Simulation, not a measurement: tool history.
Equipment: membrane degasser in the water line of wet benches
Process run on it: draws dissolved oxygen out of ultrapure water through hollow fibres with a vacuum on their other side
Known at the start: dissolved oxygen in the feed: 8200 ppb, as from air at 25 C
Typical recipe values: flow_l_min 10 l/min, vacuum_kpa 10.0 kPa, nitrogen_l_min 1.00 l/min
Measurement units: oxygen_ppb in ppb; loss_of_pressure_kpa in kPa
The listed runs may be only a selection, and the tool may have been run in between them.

{"run": 1, "hour": 0.0, "flow_l_min": 10, "vacuum_kpa": 10.0, "nitrogen_l_min": 1.0, "oxygen_ppb": 171.3, "loss_of_pressure_kpa": 61.68}
{"run": 2, "hour": 292.1, "flow_l_min": 10, "vacuum_kpa": 10.0, "nitrogen_l_min": 1.0, "oxygen_ppb": 172.6, "loss_of_pressure_kpa": 61.39}
{"run": 3, "hour": 555.4, "flow_l_min": 10, "vacuum_kpa": 10.0, "nitrogen_l_min": 0.44, "oxygen_ppb": 346.7, "loss_of_pressure_kpa": 61.65}
{"run": 4, "hour": 773.8, "flow_l_min": 10, "vacuum_kpa": 10.0, "nitrogen_l_min": 1.0, "oxygen_ppb": 175.3, "loss_of_pressure_kpa": 62.12}
{"run": 5, "hour": 981.8, "flow_l_min": 7, "vacuum_kpa": 10.0, "nitrogen_l_min": 1.0, "oxygen_ppb": 120.7, "loss_of_pressure_kpa": 43.31}
{"run": 6, "hour": 1305.1, "flow_l_min": 7, "vacuum_kpa": 10.0, "nitrogen_l_min": 1.0, "oxygen_ppb": 121.8, "loss_of_pressure_kpa": 44.11}
{"run": 7, "hour": 1457.1, "flow_l_min": 7, "vacuum_kpa": 10.0, "nitrogen_l_min": 1.0, "oxygen_ppb": 122.2, "loss_of_pressure_kpa": 43.83}
{"hour": 1552.0, "done": "vacuum gauge calibrated"}
{"run": 8, "hour": 1674.4, "flow_l_min": 10, "vacuum_kpa": 10.0, "nitrogen_l_min": 1.0, "oxygen_ppb": 171.6, "loss_of_pressure_kpa": 62.57}
{"run": 9, "hour": 1933.4, "flow_l_min": 10, "vacuum_kpa": 10.0, "nitrogen_l_min": 1.0, "oxygen_ppb": 170.5, "loss_of_pressure_kpa": 62.82}
{"run": 10, "hour": 2221.6, "flow_l_min": 10, "vacuum_kpa": 10.0, "nitrogen_l_min": 1.0, "oxygen_ppb": 170.7, "loss_of_pressure_kpa": 62.41}
{"run": 11, "hour": 2518.7, "flow_l_min": 10, "vacuum_kpa": 10.0, "nitrogen_l_min": 1.0, "oxygen_ppb": 170.7, "loss_of_pressure_kpa": 62.8}
{"run": 12, "hour": 2785.2, "flow_l_min": 10, "vacuum_kpa": 10.0, "nitrogen_l_min": 1.0, "oxygen_ppb": 173.6, "loss_of_pressure_kpa": 62.78}
{"run": 13, "hour": 2991.8, "flow_l_min": 9, "vacuum_kpa": 8.7, "nitrogen_l_min": 0.91, "oxygen_ppb": 137.0, "loss_of_pressure_kpa": 56.64}
{"run": 14, "hour": 3199.2, "flow_l_min": 7, "vacuum_kpa": 9.9, "nitrogen_l_min": 2.61, "oxygen_ppb": 48.7, "loss_of_pressure_kpa": 44.07}
{"run": 15, "hour": 3474.5, "flow_l_min": 10, "vacuum_kpa": 9.0, "nitrogen_l_min": 1.36, "oxygen_ppb": 114.3, "loss_of_pressure_kpa": 62.92}
{"run": 16, "hour": 3608.0, "flow_l_min": 10, "vacuum_kpa": 9.0, "nitrogen_l_min": 1.36, "oxygen_ppb": 116.7, "loss_of_pressure_kpa": 63.14}
{"run": 17, "hour": 3779.6, "flow_l_min": 6, "vacuum_kpa": 7.3, "nitrogen_l_min": 0.42, "oxygen_ppb": 145.3, "loss_of_pressure_kpa": 37.73}
{"run": 18, "hour": 4042.4, "flow_l_min": 6, "vacuum_kpa": 7.3, "nitrogen_l_min": 0.42, "oxygen_ppb": 145.6, "loss_of_pressure_kpa": 37.83}

Run 19, settings as shown, results not yet in. Your forecast:
{"run": 19, "hour": 4279.4, "flow_l_min": 11, "vacuum_kpa": 8.6, "nitrogen_l_min": 1.91, "oxygen_ppb": "?", "loss_of_pressure_kpa": "?"}

{"run 19": {"oxygen_ppb": 94.3, "loss_of_pressure_kpa": 69.44}}
With the hidden condition absent and the run-to-run variation left alone, this run would have shown oxygen_ppb 86.7 ppb, loss_of_pressure_kpa 67.11 kPa.
